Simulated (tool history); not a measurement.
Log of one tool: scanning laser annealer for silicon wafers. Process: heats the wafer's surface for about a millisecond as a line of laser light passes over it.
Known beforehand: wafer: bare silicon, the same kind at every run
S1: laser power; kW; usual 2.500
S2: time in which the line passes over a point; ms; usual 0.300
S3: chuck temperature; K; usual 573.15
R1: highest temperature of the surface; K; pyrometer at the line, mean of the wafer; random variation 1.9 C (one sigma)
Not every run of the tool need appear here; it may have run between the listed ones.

run	hour	S1	S2	S3	R1
1	0.0	2.500	0.300	573.15	1402.15
2	15.8	2.500	0.300	573.15	1405.15
3	31.7	2.500	0.300	573.15	1404.15
4	48.0	2.500	0.300	573.15	1403.15
5	64.7	2.500	0.300	599.15	1427.15
6	77.7	2.500	0.300	599.15	1434.15
7	93.9	2.135	0.300	573.15	1269.15
8	111.6	2.135	0.300	573.15	1269.15
9	127.9	2.135	0.300	573.15	1267.15
10	145.2	2.135	0.300	573.15	1269.15
11	158.7	2.135	0.300	573.15	1271.15
12	166.9	2.135	0.300	573.15	1266.15
13	174.8	2.135	0.300	573.15	1270.15
14	182.9	2.164	0.300	573.15	1281.15
15	197.2	2.500	0.300	573.15	1404.15
16	213.6	2.500	0.300	573.15	1404.15
17	221.2	2.500	0.300	573.15	1406.15
18	237.4	2.500	0.300	573.15	1404.15
19	249.0	2.500	0.300	573.15	1402.15
20	260.0	2.134	0.300	573.15	1268.15
21	276.5	2.134	0.300	573.15	1268.15
22	286.0	2.134	0.224	565.15	1176.15
23	297.9	2.134	0.224	565.15	1175.15
24	311.2	2.134	0.296	565.15	1256.15
25	323.3	2.134	0.296	565.15	1258.15
26	331.3	2.440	0.306	547.15	1363.15
27	342.8	2.500	0.256	573.15	1347.15
28	351.4	2.500	0.256	550.15	1325.15
29	361.4	2.263	0.217	590.15	1234.15
30	380.0	2.550	0.300	602.15	1452.15
31	391.4	2.550	0.300	602.15	1453.15
32	408.8	2.550	0.300	602.15	1451.15
33	419.9	2.500	0.346	586.15	1473.15

Predict the results of run 34:
34	434.1	2.274	0.375	613.15	?

{"run 34": {"R1": 1438.15}}
Minus the tool's unlogged condition, the same run would have read R1 1439.15 K.

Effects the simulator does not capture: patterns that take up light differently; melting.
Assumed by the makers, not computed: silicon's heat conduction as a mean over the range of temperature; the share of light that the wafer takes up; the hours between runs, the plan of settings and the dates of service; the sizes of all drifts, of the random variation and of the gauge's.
